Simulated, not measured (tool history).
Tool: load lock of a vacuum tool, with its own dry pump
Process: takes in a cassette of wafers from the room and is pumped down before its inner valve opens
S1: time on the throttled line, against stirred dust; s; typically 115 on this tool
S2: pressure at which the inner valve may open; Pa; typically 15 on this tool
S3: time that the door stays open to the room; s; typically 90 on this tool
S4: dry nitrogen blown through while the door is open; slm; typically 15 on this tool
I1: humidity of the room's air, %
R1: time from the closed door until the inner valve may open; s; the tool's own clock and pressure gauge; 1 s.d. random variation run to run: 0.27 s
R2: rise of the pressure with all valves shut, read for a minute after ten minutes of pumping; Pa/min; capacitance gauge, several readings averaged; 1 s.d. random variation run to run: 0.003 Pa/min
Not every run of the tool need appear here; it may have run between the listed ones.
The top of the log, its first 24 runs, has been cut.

run    hour   S1  S2   S3  S4    I1     R1     R2
 25  3537.7  115  17   90  22  45.2  167.5  0.115
 26  3744.2  115  17   90  22  45.7  167.2  0.118
 27  3899.2  115  15   90   8  43.5  168.2  0.126
 28  4069.0  115  14   90  17  45.8  168.9  0.124
     4127.6  -- dry pump taken out, an overhauled one fitted
 29  4209.2  115  14  197  17  40.8  163.8  0.136
 30  4374.7  165  15   90  36  48.0  207.0  0.120
 31  4506.6  106  15   57  36  44.4  155.7  0.113
 32  4614.8   95  26   37  15  44.1  141.4  0.123
 33  4729.6  115  18   42  11  45.0  162.0  0.131
 34  4895.3  115  18   42  11  44.9  162.2  0.132
 35  5058.6  115  18   42  11  44.5  162.0  0.138
 36  5226.9  115  18   42  11  44.8  162.1  0.132

3 options for the next run, each taken on its own from the tool as it stands now. Forecast them:
  A  5331.5  115  20  196  15  47.0   ?   ?
  B  5331.5  115  30  111  22  42.2   ?   ?
  C  5331.5  162  15  121  21  47.8   ?   ?

run     R1     R2
  A  161.6  0.167
  B  158.5  0.137
  C  204.3  0.143
Take away the tool's hidden state, keep each run's random variation, and the runs would have read:
run     R1     R2
  A  161.0  0.049
  B  157.8  0.022
  C  203.7  0.025
